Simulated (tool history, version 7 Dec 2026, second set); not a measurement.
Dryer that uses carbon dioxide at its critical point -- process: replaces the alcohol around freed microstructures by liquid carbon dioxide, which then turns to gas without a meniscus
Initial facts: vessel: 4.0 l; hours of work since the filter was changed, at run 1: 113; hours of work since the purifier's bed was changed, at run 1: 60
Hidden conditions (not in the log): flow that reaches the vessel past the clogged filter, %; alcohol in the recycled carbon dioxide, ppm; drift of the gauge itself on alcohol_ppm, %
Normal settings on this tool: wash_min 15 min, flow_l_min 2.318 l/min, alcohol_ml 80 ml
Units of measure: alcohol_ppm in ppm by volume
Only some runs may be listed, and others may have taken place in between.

run,hour,wash_min,flow_l_min,alcohol_ml,hours of work since the filter was changed,hours of work since the purifier's bed was changed,alcohol_ppm
1,0,15,2.318,80,113,60,46
2,16.1,15,2.318,80,124,71,51
3,32.7,15,2.318,80,136,83,48
4,44.6,15,2.6,80,144,91,34
5,54.6,15,2.6,80,152,99,22
6,68.2,15,2.318,80,161,108,54
7,85.5,15,2.318,80,174,121,56
8,99.3,15,2.318,39,184,131,32
9,107,15,2.318,39,189,136,29
10,120.8,15,2.318,59,199,146,46
11,137.8,15,2.318,80,211,158,56
12,147.7,15,2.318,80,218,165,50
13,158.3,15,2.318,80,226,173,60
14,166.7,15,2.318,80,232,179,60
15,182.9,15,2.318,80,243,190,63
16,198.5,15,2.83,80,254,201,24
17,216,14,2.318,80,267,214,90
18,232.3,15,3.79,80,279,226,26
19,240.5,15,3.79,80,284,231,19
20,252.7,15,2.318,80,293,240,59
21,266.9,15,2.318,48,303,250,53
# hour 278.2: inlet filter changed
22,280.9,11,2.318,48,2,259,122
23,298.2,11,2.318,48,14,272,138
24,314.3,11,2.318,48,26,283,127
25,324.7,11,2.318,48,33,291,134
26,332.2,13,2.17,48,39,296,98
27,345.5,11,1.49,24,48,306,303
28,362.9,11,2.63,43,61,318,88
29,380.3,20,2.318,80,73,330,31
30,395.2,15,2.21,87,84,341,85
31,408,11,3.38,77,93,350,55
32,422.9,9,2.69,27,103,361,115
33,435,9,2.69,90,112,370,307
34,448.7,9,2.69,90,122,379,321
35,465,9,2.69,90,133,391,320
36,474.4,16,2.69,90,140,398,44
37,482.9,16,2.69,90,146,404,52
38,496.7,19,2.33,31,156,414,36
39,508.8,18,2.82,75,165,422,32
40,522.3,10,1.41,25,174,432,479
41,537.4,15,1.5,25,185,443,137
42,550.7,12,2.41,80,195,452,161
43,563.1,11,2.73,24,203,461,60
44,571.8,11,2.73,48,210,467,89
45,585.5,15,1.41,59,219,477,338
46,602.4,20,2.318,76,231,489,41
47,610.3,15,1.93,34,237,495,86
48,619.7,11,1.68,113,244,501,1022

Hidden condition of the tool, last listed run before each entry between runs versus first listed run after:
After run 21, before run 22: inlet filter changed (hour 278.2)
  flow that reaches the vessel past the clogged filter, %: 94.6 -> 99.9; alcohol in the recycled carbon dioxide, ppm: 22.8 -> 23.5
  measured result minus the result with no hidden state, alcohol_ppm: +26 -> +19 ppm by volume
